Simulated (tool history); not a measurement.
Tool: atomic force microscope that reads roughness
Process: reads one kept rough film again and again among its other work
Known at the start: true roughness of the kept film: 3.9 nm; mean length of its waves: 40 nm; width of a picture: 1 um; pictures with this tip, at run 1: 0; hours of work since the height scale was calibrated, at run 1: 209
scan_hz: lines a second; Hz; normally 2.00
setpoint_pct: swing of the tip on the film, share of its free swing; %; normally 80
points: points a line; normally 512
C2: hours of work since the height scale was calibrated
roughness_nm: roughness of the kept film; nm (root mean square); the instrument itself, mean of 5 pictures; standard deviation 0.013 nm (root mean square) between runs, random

{"run": 1, "hour": 0.0, "scan_hz": 2.0, "setpoint_pct": 80, "points": 512, "pictures with this tip": 0, "C2": 209, "roughness_nm": 3.055}
{"run": 2, "hour": 16.5, "scan_hz": 2.0, "setpoint_pct": 80, "points": 512, "pictures with this tip": 26, "C2": 216, "roughness_nm": 2.938}
{"run": 3, "hour": 30.2, "scan_hz": 2.0, "setpoint_pct": 80, "points": 512, "pictures with this tip": 47, "C2": 223, "roughness_nm": 2.872}
{"run": 4, "hour": 44.5, "scan_hz": 2.0, "setpoint_pct": 80, "points": 512, "pictures with this tip": 70, "C2": 229, "roughness_nm": 2.798}
{"run": 5, "hour": 61.4, "scan_hz": 2.0, "setpoint_pct": 80, "points": 512, "pictures with this tip": 96, "C2": 237, "roughness_nm": 2.726}
{"run": 6, "hour": 72.1, "scan_hz": 2.0, "setpoint_pct": 80, "points": 801, "pictures with this tip": 113, "C2": 242, "roughness_nm": 2.669}
{"run": 7, "hour": 82.2, "scan_hz": 2.0, "setpoint_pct": 80, "points": 801, "pictures with this tip": 128, "C2": 247, "roughness_nm": 2.612}
{"run": 8, "hour": 102.9, "scan_hz": 2.0, "setpoint_pct": 80, "points": 801, "pictures with this tip": 161, "C2": 256, "roughness_nm": 2.515}
{"hour": 106.8, "done": "new tip fitted"}
{"run": 9, "hour": 121.7, "scan_hz": 2.0, "setpoint_pct": 80, "points": 801, "pictures with this tip": 23, "C2": 265, "roughness_nm": 2.971}
{"run": 10, "hour": 134.8, "scan_hz": 2.0, "setpoint_pct": 80, "points": 801, "pictures with this tip": 43, "C2": 271, "roughness_nm": 2.864}
{"run": 11, "hour": 157.5, "scan_hz": 2.0, "setpoint_pct": 80, "points": 801, "pictures with this tip": 79, "C2": 282, "roughness_nm": 2.733}
{"run": 12, "hour": 176.7, "scan_hz": 2.0, "setpoint_pct": 80, "points": 801, "pictures with this tip": 109, "C2": 290, "roughness_nm": 2.667}
{"run": 13, "hour": 192.5, "scan_hz": 2.0, "setpoint_pct": 80, "points": 512, "pictures with this tip": 133, "C2": 298, "roughness_nm": 2.597}
{"run": 14, "hour": 203.0, "scan_hz": 3.02, "setpoint_pct": 80, "points": 512, "pictures with this tip": 150, "C2": 303, "roughness_nm": 2.383}
{"hour": 213.5, "done": "new tip fitted"}
{"run": 15, "hour": 215.9, "scan_hz": 3.02, "setpoint_pct": 80, "points": 512, "pictures with this tip": 4, "C2": 308, "roughness_nm": 2.833}
{"run": 16, "hour": 235.8, "scan_hz": 2.0, "setpoint_pct": 80, "points": 512, "pictures with this tip": 35, "C2": 318, "roughness_nm": 2.924}
{"run": 17, "hour": 253.7, "scan_hz": 2.0, "setpoint_pct": 80, "points": 548, "pictures with this tip": 63, "C2": 326, "roughness_nm": 2.849}
{"run": 18, "hour": 271.5, "scan_hz": 2.0, "setpoint_pct": 80, "points": 548, "pictures with this tip": 90, "C2": 334, "roughness_nm": 2.703}
{"run": 19, "hour": 287.5, "scan_hz": 2.0, "setpoint_pct": 80, "points": 548, "pictures with this tip": 115, "C2": 342, "roughness_nm": 2.61}
{"run": 20, "hour": 309.6, "scan_hz": 2.0, "setpoint_pct": 80, "points": 548, "pictures with this tip": 150, "C2": 352, "roughness_nm": 2.548}
{"hour": 319.6, "done": "new tip fitted"}
{"run": 21, "hour": 327.5, "scan_hz": 2.0, "setpoint_pct": 80, "points": 512, "pictures with this tip": 12, "C2": 360, "roughness_nm": 2.982}
{"run": 22, "hour": 345.8, "scan_hz": 2.0, "setpoint_pct": 80, "points": 512, "pictures with this tip": 40, "C2": 368, "roughness_nm": 2.896}
{"run": 23, "hour": 357.1, "scan_hz": 2.0, "setpoint_pct": 80, "points": 512, "pictures with this tip": 58, "C2": 374, "roughness_nm": 2.839}
{"run": 24, "hour": 380.2, "scan_hz": 2.0, "setpoint_pct": 80, "points": 512, "pictures with this tip": 94, "C2": 384, "roughness_nm": 2.721}
{"run": 25, "hour": 395.5, "scan_hz": 2.0, "setpoint_pct": 80, "points": 512, "pictures with this tip": 118, "C2": 391, "roughness_nm": 2.639}
{"run": 26, "hour": 413.9, "scan_hz": 0.92, "setpoint_pct": 80, "points": 512, "pictures with this tip": 147, "C2": 400, "roughness_nm": 2.744}
{"run": 27, "hour": 423.9, "scan_hz": 0.92, "setpoint_pct": 65, "points": 512, "pictures with this tip": 162, "C2": 404, "roughness_nm": 2.806}
{"hour": 425.5, "done": "new tip fitted"}
{"run": 28, "hour": 439.7, "scan_hz": 2.1, "setpoint_pct": 80, "points": 512, "pictures with this tip": 22, "C2": 412, "roughness_nm": 2.94}
{"run": 29, "hour": 452.0, "scan_hz": 2.0, "setpoint_pct": 75, "points": 508, "pictures with this tip": 41, "C2": 417, "roughness_nm": 2.974}
{"run": 30, "hour": 474.0, "scan_hz": 2.0, "setpoint_pct": 77, "points": 508, "pictures with this tip": 75, "C2": 427, "roughness_nm": 2.818}
{"run": 31, "hour": 488.0, "scan_hz": 2.0, "setpoint_pct": 77, "points": 508, "pictures with this tip": 97, "C2": 434, "roughness_nm": 2.73}
{"run": 32, "hour": 508.1, "scan_hz": 1.17, "setpoint_pct": 72, "points": 435, "pictures with this tip": 128, "C2": 443, "roughness_nm": 2.824}
{"run": 33, "hour": 517.7, "scan_hz": 1.17, "setpoint_pct": 72, "points": 435, "pictures with this tip": 143, "C2": 448, "roughness_nm": 2.784}
{"run": 34, "hour": 528.8, "scan_hz": 1.17, "setpoint_pct": 72, "points": 435, "pictures with this tip": 161, "C2": 453, "roughness_nm": 2.75}
{"hour": 532.2, "done": "new tip fitted"}
{"run": 35, "hour": 541.9, "scan_hz": 1.14, "setpoint_pct": 80, "points": 778, "pictures with this tip": 15, "C2": 459, "roughness_nm": 3.176}
{"run": 36, "hour": 564.0, "scan_hz": 1.74, "setpoint_pct": 70, "points": 813, "pictures with this tip": 50, "C2": 469, "roughness_nm": 3.076}
{"run": 37, "hour": 575.5, "scan_hz": 1.74, "setpoint_pct": 83, "points": 813, "pictures with this tip": 68, "C2": 474, "roughness_nm": 2.799}
{"run": 38, "hour": 596.6, "scan_hz": 3.58, "setpoint_pct": 83, "points": 990, "pictures with this tip": 100, "C2": 484, "roughness_nm": 2.36}
{"run": 39, "hour": 618.2, "scan_hz": 3.58, "setpoint_pct": 83, "points": 990, "pictures with this tip": 134, "C2": 494, "roughness_nm": 2.266}
{"run": 40, "hour": 627.6, "scan_hz": 0.7, "setpoint_pct": 80, "points": 512, "pictures with this tip": 149, "C2": 498, "roughness_nm": 2.798}
{"hour": 637.6, "done": "new tip fitted"}
{"run": 41, "hour": 643.4, "scan_hz": 0.68, "setpoint_pct": 56, "points": 762, "pictures with this tip": 8, "C2": 506, "roughness_nm": 3.422}
{"run": 42, "hour": 663.4, "scan_hz": 3.38, "setpoint_pct": 62, "points": 512, "pictures with this tip": 40, "C2": 515, "roughness_nm": 3.029}
{"run": 43, "hour": 683.1, "scan_hz": 2.72, "setpoint_pct": 74, "points": 574, "pictures with this tip": 70, "C2": 524, "roughness_nm": 2.765}
{"run": 44, "hour": 703.1, "scan_hz": 0.73, "setpoint_pct": 74, "points": 954, "pictures with this tip": 102, "C2": 533, "roughness_nm": 2.974}
{"run": 45, "hour": 713.6, "scan_hz": 0.73, "setpoint_pct": 74, "points": 954, "pictures with this tip": 118, "C2": 538, "roughness_nm": 2.931}
{"run": 46, "hour": 729.8, "scan_hz": 0.73, "setpoint_pct": 74, "points": 729, "pictures with this tip": 143, "C2": 546, "roughness_nm": 2.842}
{"run": 47, "hour": 741.2, "scan_hz": 0.73, "setpoint_pct": 74, "points": 729, "pictures with this tip": 161, "C2": 551, "roughness_nm": 2.786}
{"hour": 743.4, "done": "new tip fitted"}
{"run": 48, "hour": 752.3, "scan_hz": 0.63, "setpoint_pct": 62, "points": 886, "pictures with this tip": 13, "C2": 556, "roughness_nm": 3.428}
{"run": 49, "hour": 761.6, "scan_hz": 3.52, "setpoint_pct": 65, "points": 349, "pictures with this tip": 28, "C2": 560, "roughness_nm": 3.03}
{"run": 50, "hour": 775.8, "scan_hz": 2.8, "setpoint_pct": 62, "points": 613, "pictures with this tip": 50, "C2": 567, "roughness_nm": 3.07}
{"run": 51, "hour": 792.9, "scan_hz": 2.8, "setpoint_pct": 62, "points": 613, "pictures with this tip": 77, "C2": 575, "roughness_nm": 2.98}
{"run": 52, "hour": 802.7, "scan_hz": 2.8, "setpoint_pct": 62, "points": 613, "pictures with this tip": 92, "C2": 579, "roughness_nm": 2.928}
{"run": 53, "hour": 812.5, "scan_hz": 2.0, "setpoint_pct": 77, "points": 914, "pictures with this tip": 107, "C2": 584, "roughness_nm": 2.761}
{"run": 54, "hour": 831.6, "scan_hz": 2.0, "setpoint_pct": 70, "points": 988, "pictures with this tip": 137, "C2": 593, "roughness_nm": 2.736}

Each row is a separate what-if for the run after 54, all from the same tool condition, not one after another. Results?
{"hour": 849.4, "done": "new tip fitted"}
{"run": "A", "hour": 849.8, "scan_hz": 2.4, "setpoint_pct": 58, "points": 393, "pictures with this tip": 0, "C2": 601, "roughness_nm": "?"}
{"hour": 849.4, "done": "new tip fitted"}
{"run": "B", "hour": 849.8, "scan_hz": 2.0, "setpoint_pct": 70, "points": 723, "pictures with this tip": 0, "C2": 601, "roughness_nm": "?"}
{"hour": 849.4, "done": "new tip fitted"}
{"run": "C", "hour": 849.8, "scan_hz": 0.53, "setpoint_pct": 58, "points": 867, "pictures with this tip": 0, "C2": 601, "roughness_nm": "?"}

run=A roughness_nm=3.356
run=B roughness_nm=3.246
run=C roughness_nm=3.481
Stripped of hidden state, with their random variation kept, the same runs would have yielded:
run=A roughness_nm=3.377
run=B roughness_nm=3.266
run=C roughness_nm=3.503

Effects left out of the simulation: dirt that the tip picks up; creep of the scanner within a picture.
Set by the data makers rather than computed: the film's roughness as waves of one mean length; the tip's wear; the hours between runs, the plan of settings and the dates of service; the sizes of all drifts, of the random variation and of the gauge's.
